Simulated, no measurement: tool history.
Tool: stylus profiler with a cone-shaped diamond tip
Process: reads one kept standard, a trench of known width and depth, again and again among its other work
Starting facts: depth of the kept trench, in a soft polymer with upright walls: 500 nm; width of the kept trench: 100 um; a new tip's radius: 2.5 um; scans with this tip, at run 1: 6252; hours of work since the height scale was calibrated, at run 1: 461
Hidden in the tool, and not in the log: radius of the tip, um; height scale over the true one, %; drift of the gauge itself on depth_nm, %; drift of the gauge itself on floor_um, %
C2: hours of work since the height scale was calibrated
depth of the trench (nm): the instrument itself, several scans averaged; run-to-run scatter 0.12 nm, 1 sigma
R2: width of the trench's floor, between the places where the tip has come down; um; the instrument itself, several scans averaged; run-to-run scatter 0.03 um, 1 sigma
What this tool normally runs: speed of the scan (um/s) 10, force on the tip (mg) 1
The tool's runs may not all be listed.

run 1 hour=0 | speed_of_the_scan_(um/s)=10 force_on_the_tip_(mg)=1 | scans_with_this_tip=6252 C2=461 | depth_of_the_trench_(nm)=501.35 R2=96.42
run 2 hour=15.7 | speed_of_the_scan_(um/s)=10 force_on_the_tip_(mg)=0.73 | scans_with_this_tip=6363 C2=469 | depth_of_the_trench_(nm)=500.41 R2=96.37
run 3 hour=29.6 | speed_of_the_scan_(um/s)=11 force_on_the_tip_(mg)=0.73 | scans_with_this_tip=6461 C2=476 | depth_of_the_trench_(nm)=500.6 R2=96.37
run 4 hour=46.1 | speed_of_the_scan_(um/s)=11 force_on_the_tip_(mg)=0.73 | scans_with_this_tip=6577 C2=485 | depth_of_the_trench_(nm)=500.51 R2=96.37
run 5 hour=65.6 | speed_of_the_scan_(um/s)=11 force_on_the_tip_(mg)=0.73 | scans_with_this_tip=6714 C2=495 | depth_of_the_trench_(nm)=500.6 R2=96.34
run 6 hour=85.3 | speed_of_the_scan_(um/s)=10 force_on_the_tip_(mg)=1 | scans_with_this_tip=6853 C2=505 | depth_of_the_trench_(nm)=500.87 R2=96.38
run 7 hour=97.7 | speed_of_the_scan_(um/s)=11 force_on_the_tip_(mg)=1 | scans_with_this_tip=6940 C2=512 | depth_of_the_trench_(nm)=500.73 R2=96.34
run 8 hour=124.8 | speed_of_the_scan_(um/s)=2 force_on_the_tip_(mg)=1 | scans_with_this_tip=7130 C2=526 | depth_of_the_trench_(nm)=500.82 R2=96.4
-- hour=127.2 height scale calibrated on a step standard
run 9 hour=141.4 | speed_of_the_scan_(um/s)=10 force_on_the_tip_(mg)=1.03 | scans_with_this_tip=7244 C2=7 | depth_of_the_trench_(nm)=500.42 R2=96.36
run 10 hour=162.9 | speed_of_the_scan_(um/s)=10 force_on_the_tip_(mg)=1 | scans_with_this_tip=7395 C2=19 | depth_of_the_trench_(nm)=500.17 R2=96.31

For run 11, what comes out?
run 11 hour=185.4 | speed_of_the_scan_(um/s)=10 force_on_the_tip_(mg)=1 | scans_with_this_tip=7554 C2=30 | depth_of_the_trench_(nm)=? R2=?

depth of the trench (nm): 500.28
R2: 96.27 um
Without the tool's hidden state the same run would have given depth of the trench (nm) 502.28, R2 96.85 um.
